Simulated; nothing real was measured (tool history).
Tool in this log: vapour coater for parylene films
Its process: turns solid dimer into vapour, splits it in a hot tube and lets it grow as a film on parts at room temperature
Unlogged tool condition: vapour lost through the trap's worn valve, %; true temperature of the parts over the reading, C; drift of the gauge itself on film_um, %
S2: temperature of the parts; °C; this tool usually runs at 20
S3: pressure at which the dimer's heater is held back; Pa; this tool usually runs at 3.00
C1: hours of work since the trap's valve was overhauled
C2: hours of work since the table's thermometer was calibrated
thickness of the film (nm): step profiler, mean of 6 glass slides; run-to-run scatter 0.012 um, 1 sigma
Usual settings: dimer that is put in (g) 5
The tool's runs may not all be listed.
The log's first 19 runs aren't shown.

Run 20, day 23.721: usual settings but S2 22 °C, S3 7.68 Pa; C1 106; C2 1064. Result: thickness of the film (nm) 1880.
Run 21, day 24.467: usual settings but dimer that is put in (g) 9, S2 16 °C; C1 117; C2 1075. Result: thickness of the film (nm) 4320.
Run 22, day 25.383: usual settings but S2 13 °C, S3 6.73 Pa; C1 130; C2 1088. Result: thickness of the film (nm) 2440.
Run 23, day 26.221: usual settings but S2 31 °C, S3 2.42 Pa; C1 143; C2 1101. Result: thickness of the film (nm) 1590.
Run 24, day 27.350: usual settings but dimer that is put in (g) 4, S2 14 °C, S3 2.04 Pa; C1 160; C2 1118. Result: thickness of the film (nm) 2060.
Run 25, day 28.808: usual settings but dimer that is put in (g) 4, S2 14 °C, S3 2.04 Pa; C1 181; C2 1139. Result: thickness of the film (nm) 2040.
Run 26, day 29.675: usual settings but dimer that is put in (g) 9, S2 18 °C, S3 10.63 Pa; C1 194; C2 1152. Result: thickness of the film (nm) 3560.
Run 27, day 30.700: usual settings but dimer that is put in (g) 9, S2 18 °C, S3 10.63 Pa; C1 209; C2 1167. Result: thickness of the film (nm) 3530.
Run 28, day 31.617: usual settings but dimer that is put in (g) 9, S2 18 °C, S3 6.77 Pa; C1 223; C2 1181. Result: thickness of the film (nm) 3690.
Run 29, day 33.121: usual settings but dimer that is put in (g) 9, S2 18 °C, S3 6.77 Pa; C1 245; C2 1203. Result: thickness of the film (nm) 3660.
Run 30, day 34.108: usual settings but S2 13 °C, S3 8.88 Pa; C1 260; C2 1218. Result: thickness of the film (nm) 2270.
Run 31, day 35.700: usual settings but S2 13 °C, S3 8.88 Pa; C1 283; C2 1241. Result: thickness of the film (nm) 2240.
At day 36.162: trap's valve overhauled.
Run 32, day 36.833: usual settings but dimer that is put in (g) 8; C1 10; C2 1256. Result: thickness of the film (nm) 3520.
Run 33, day 38.017: usual settings but dimer that is put in (g) 8; C1 27; C2 1273. Result: thickness of the film (nm) 3510.
Run 34, day 39.808: usual settings but dimer that is put in (g) 8; C1 54; C2 1300. Result: thickness of the film (nm) 3440.
Run 35, day 40.904: usual settings but dimer that is put in (g) 3, S2 19 °C, S3 2.71 Pa; C1 70; C2 1316. Result: thickness of the film (nm) 1340.
Run 36, day 42.700: usual settings but dimer that is put in (g) 9, S3 2.71 Pa; C1 97; C2 1343. Result: thickness of the film (nm) 3860.
Run 37, day 43.721: usual settings but dimer that is put in (g) 3, S2 19 °C, S3 10.32 Pa; C1 112; C2 1358. Result: thickness of the film (nm) 1170.

Alternative continuations, all from the tool just after run 37; predict every row:
Run A, day 44.700: usual settings but dimer that is put in (g) 2, S2 14 °C, S3 5.79 Pa; C1 127; C2 1372. Result: thickness of the film (nm) ?.
Run B, day 44.700: usual settings but dimer that is put in (g) 3, S2 19 °C, S3 3.47 Pa; C1 127; C2 1372. Result: thickness of the film (nm) ?.
Run C, day 44.700: usual settings but dimer that is put in (g) 2, S3 3.34 Pa; C1 127; C2 1372. Result: thickness of the film (nm) ?.
Run D, day 44.700: usual settings but dimer that is put in (g) 3, S2 13 °C, S3 2.17 Pa; C1 127; C2 1372. Result: thickness of the film (nm) ?.

run  thickness of the film (nm)
  A                         940
  B                        1290
  C                         840
  D                        1610
What these runs would have given with no unlogged condition in the tool:
run  thickness of the film (nm)
  A                        1010
  B                        1380
  C                         900
  D                        1730
